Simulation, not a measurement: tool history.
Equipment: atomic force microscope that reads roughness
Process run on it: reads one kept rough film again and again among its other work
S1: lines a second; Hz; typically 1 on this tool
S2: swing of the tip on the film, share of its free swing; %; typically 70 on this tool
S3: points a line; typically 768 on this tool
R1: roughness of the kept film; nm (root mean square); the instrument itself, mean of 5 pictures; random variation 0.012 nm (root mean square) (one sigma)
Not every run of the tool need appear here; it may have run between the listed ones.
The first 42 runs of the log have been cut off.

run 43 hour=1032.8 | S1=1 S2=82 S3=768 | R1=2.596
run 44 hour=1051.7 | S1=1.48 S2=70 S3=271 | R1=2.634
run 45 hour=1067.3 | S1=1.37 S2=77 S3=269 | R1=2.561
run 46 hour=1098.2 | S1=1.82 S2=88 S3=259 | R1=2.278
run 47 hour=1116.6 | S1=1 S2=71 S3=532 | R1=2.693
run 48 hour=1137.7 | S1=3.81 S2=62 S3=353 | R1=2.499
run 49 hour=1157.4 | S1=1.85 S2=82 S3=452 | R1=2.37
-- hour=1173.5 new tip fitted
run 50 hour=1180.2 | S1=1 S2=81 S3=436 | R1=2.613
run 51 hour=1206.1 | S1=0.74 S2=73 S3=295 | R1=2.728
run 52 hour=1229.5 | S1=2.66 S2=69 S3=604 | R1=2.521

Branching from run 52: 3 alternative next runs. What would each branch give?
run A hour=1244.4 | S1=1 S2=59 S3=768 | R1=?
run B hour=1244.4 | S1=2 S2=58 S3=768 | R1=?
run C hour=1244.4 | S1=3.42 S2=59 S3=273 | R1=?

run=A R1=2.767
run=B R1=2.717
run=C R1=2.587
The same runs, with their run-to-run variation unchanged, on a tool lacking any hidden condition would have given:
run=A R1=2.787
run=B R1=2.737
run=C R1=2.605
